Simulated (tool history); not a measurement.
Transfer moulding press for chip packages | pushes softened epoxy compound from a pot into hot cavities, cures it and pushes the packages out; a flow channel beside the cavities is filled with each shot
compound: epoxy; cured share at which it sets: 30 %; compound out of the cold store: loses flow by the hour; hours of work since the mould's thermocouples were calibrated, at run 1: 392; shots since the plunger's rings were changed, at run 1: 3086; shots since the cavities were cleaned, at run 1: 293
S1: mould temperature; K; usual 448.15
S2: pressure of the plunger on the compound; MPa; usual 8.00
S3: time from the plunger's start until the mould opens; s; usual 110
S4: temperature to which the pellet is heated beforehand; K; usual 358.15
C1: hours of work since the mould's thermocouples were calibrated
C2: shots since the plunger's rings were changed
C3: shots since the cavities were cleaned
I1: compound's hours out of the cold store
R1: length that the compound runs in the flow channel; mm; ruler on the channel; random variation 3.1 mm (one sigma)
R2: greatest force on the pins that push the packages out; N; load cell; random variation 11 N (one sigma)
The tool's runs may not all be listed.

Run 1, day 0.000: usual settings; C1 392; C2 3086; C3 293; I1 11.3. Result: R1 612 mm, R2 635 N.
Run 2, day 0.671: usual settings; C1 403; C2 3265; C3 472; I1 11.7. Result: R1 599 mm, R2 713 N.
Run 3, day 1.375: usual settings; C1 414; C2 3453; C3 660; I1 28.4. Result: R1 539 mm, R2 691 N.
Run 4, day 1.850: usual settings; C1 421; C2 3581; C3 788; I1 13.1. Result: R1 589 mm, R2 738 N.
At day 1.950: cavities cleaned with cleaning compound and waxed.
At day 2.321: plunger's sealing rings changed.
Run 5, day 2.967: usual settings; C1 437; C2 173; C3 244; I1 9.8. Result: R1 647 mm, R2 632 N.
Run 6, day 3.571: usual settings; C1 446; C2 334; C3 405; I1 30.9. Result: R1 564 mm, R2 646 N.
Run 7, day 4.000: usual settings; C1 453; C2 449; C3 520; I1 47.7. Result: R1 517 mm, R2 667 N.
At day 4.246: mould's thermocouples calibrated.
Run 8, day 4.467: usual settings; C1 4; C2 552; C3 623; I1 38.5. Result: R1 542 mm, R2 657 N.
At day 5.204: cavities cleaned with cleaning compound and waxed.
Run 9, day 5.371: usual settings; C1 17; C2 776; C3 44; I1 26.3. Result: R1 574 mm, R2 491 N.
Run 10, day 6.304: usual settings but S3 133 s; C1 32; C2 1026; C3 294; I1 14.1. Result: R1 616 mm, R2 518 N.
Run 11, day 7.117: usual settings but S3 133 s; C1 44; C2 1243; C3 511; I1 21.4. Result: R1 590 mm, R2 567 N.
Run 12, day 7.958: usual settings but S3 133 s; C1 58; C2 1469; C3 737; I1 10.3. Result: R1 619 mm, R2 594 N.
At day 8.258: cavities cleaned with cleaning compound and waxed.
Run 13, day 8.700: usual settings but S3 133 s; C1 69; C2 1649; C3 118; I1 17.7. Result: R1 598 mm, R2 473 N.
Run 14, day 9.450: usual settings; C1 80; C2 1850; C3 319; I1 20.5. Result: R1 585 mm, R2 608 N.
Run 15, day 10.038: usual settings but S2 6.19 MPa, S3 102 s; C1 90; C2 2007; C3 476; I1 15.2. Result: R1 526 mm, R2 728 N.
Run 16, day 10.554: usual settings but S2 6.19 MPa, S3 102 s; C1 98; C2 2145; C3 614; I1 23.3. Result: R1 502 mm, R2 720 N.
Run 17, day 10.996: usual settings; C1 105; C2 2263; C3 732; I1 19.8. Result: R1 584 mm, R2 689 N.
At day 11.325: cavities cleaned with cleaning compound and waxed.
Run 18, day 11.808: usual settings but S1 449.15 K, S2 8.13 MPa, S3 111 s, S4 368.15 K; C1 117; C2 2464; C3 129; I1 30.2. Result: R1 544 mm, R2 528 N.
Run 19, day 12.475: usual settings but S1 442.15 K; C1 127; C2 2641; C3 306; I1 34.8. Result: R1 534 mm, R2 793 N.
Run 20, day 13.167: usual settings but S1 450.15 K, S2 6.13 MPa, S4 366.15 K; C1 138; C2 2827; C3 492; I1 14.7. Result: R1 517 mm, R2 611 N.
Run 21, day 13.633: usual settings but S1 442.15 K, S3 104 s, S4 355.15 K; C1 146; C2 2951; C3 616; I1 34.4. Result: R1 540 mm, R2 1047 N.
Run 22, day 14.254: usual settings but S1 442.15 K, S2 6.31 MPa, S3 104 s, S4 357.15 K; C1 156; C2 3118; C3 783; I1 41.8. Result: R1 453 mm, R2 1051 N.
At day 14.421: cavities cleaned with cleaning compound and waxed.
Run 23, day 15.083: usual settings but S1 442.15 K, S2 6.31 MPa, S3 104 s, S4 357.15 K; C1 168; C2 3323; C3 177; I1 12.4. Result: R1 547 mm, R2 915 N.
Run 24, day 15.496: usual settings but S1 442.15 K, S2 6.31 MPa, S3 104 s, S4 357.15 K; C1 174; C2 3433; C3 287; I1 20.3. Result: R1 511 mm, R2 923 N.
Run 25, day 16.142: usual settings but S1 442.15 K, S2 6.31 MPa, S3 104 s, S4 357.15 K; C1 184; C2 3605; C3 459; I1 46.6. Result: R1 443 mm, R2 897 N.
At day 16.429: plunger's sealing rings changed.
Run 26, day 17.071: usual settings but S1 442.15 K, S2 6.31 MPa, S3 104 s, S4 357.15 K; C1 197; C2 172; C3 680; I1 14.9. Result: R1 562 mm, R2 1118 N.
At day 17.592: cavities cleaned with cleaning compound and waxed.
Run 27, day 17.629: usual settings but S1 455.15 K, S2 6.36 MPa; C1 205; C2 305; C3 11; I1 11.2. Result: R1 560 mm, R2 444 N.
Run 28, day 18.271: usual settings but S2 9.62 MPa, S3 135 s; C1 216; C2 476; C3 182; I1 23.1. Result: R1 645 mm, R2 503 N.

Hidden state at the last listed run before each entry between runs and at the first one after, where it differs:
Between runs 4 and 5: cavities cleaned with cleaning compound and waxed (day 1.950); plunger's sealing rings changed (day 2.321)
  true mould temperature over the reading, C: -1.42 -> -1.46; pressure that reaches the compound, % of what is set: 87.95 -> 99.24; grip of the stained cavities, % over clean ones': 42.6 -> 18
  measured less the result without the state, R1: -36 -> +1 mm; R2: +249 -> +128 N
Between runs 7 and 8: mould's thermocouples calibrated (day 4.246)
  true mould temperature over the reading, C: -1.5 -> 0.21; pressure that reaches the compound, % of what is set: 98.31 -> 97.96; grip of the stained cavities, % over clean ones': 31.1 -> 34.5
  measured less the result without the state, R1: -2 -> -6 mm; R2: +180 -> +166 N
Between runs 8 and 9: cavities cleaned with cleaning compound and waxed (day 5.204)
  true mould temperature over the reading, C: 0.21 -> 0.18; pressure that reaches the compound, % of what is set: 97.96 -> 97.23; grip of the stained cavities, % over clean ones': 34.5 -> 3.8
  measured less the result without the state, R1: -6 -> -9 mm; R2: +166 -> +15 N
Between runs 12 and 13: cavities cleaned with cleaning compound and waxed (day 8.258)
  true mould temperature over the reading, C: 0.08 -> 0.05; pressure that reaches the compound, % of what is set: 94.84 -> 94.21; grip of the stained cavities, % over clean ones': 38.9 -> 9.8
  measured less the result without the state, R1: -16 -> -18 mm; R2: +168 -> +43 N
Between runs 17 and 18: cavities cleaned with cleaning compound and waxed (day 11.325)
  true mould temperature over the reading, C: -0.04 -> -0.07; pressure that reaches the compound, % of what is set: 92.13 -> 91.42; grip of the stained cavities, % over clean ones': 39.3 -> 13.8
  measured less the result without the state, R1: -24 -> -25 mm; R2: +195 -> +65 N
Between runs 22 and 23: cavities cleaned with cleaning compound and waxed (day 14.421)
  true mould temperature over the reading, C: -0.17 -> -0.2; pressure that reaches the compound, % of what is set: 89.31 -> 88.67; grip of the stained cavities, % over clean ones': 42.2 -> 14.6
  measured less the result without the state, R1: -26 -> -33 mm; R2: +319 -> +129 N
Between runs 25 and 26: plunger's sealing rings changed (day 16.429)
  true mould temperature over the reading, C: -0.25 -> -0.28; pressure that reaches the compound, % of what is set: 87.76 -> 99.17; grip of the stained cavities, % over clean ones': 28.6 -> 37.2
  measured less the result without the state, R1: -30 -> -2 mm; R2: +211 -> +321 N
Between runs 26 and 27: cavities cleaned with cleaning compound and waxed (day 17.592)
  true mould temperature over the reading, C: -0.28 -> -0.3; pressure that reaches the compound, % of what is set: 99.17 -> 98.74; grip of the stained cavities, % over clean ones': 37.2 -> 1.4
  measured less the result without the state, R1: -2 -> -3 mm; R2: +321 -> +7 N
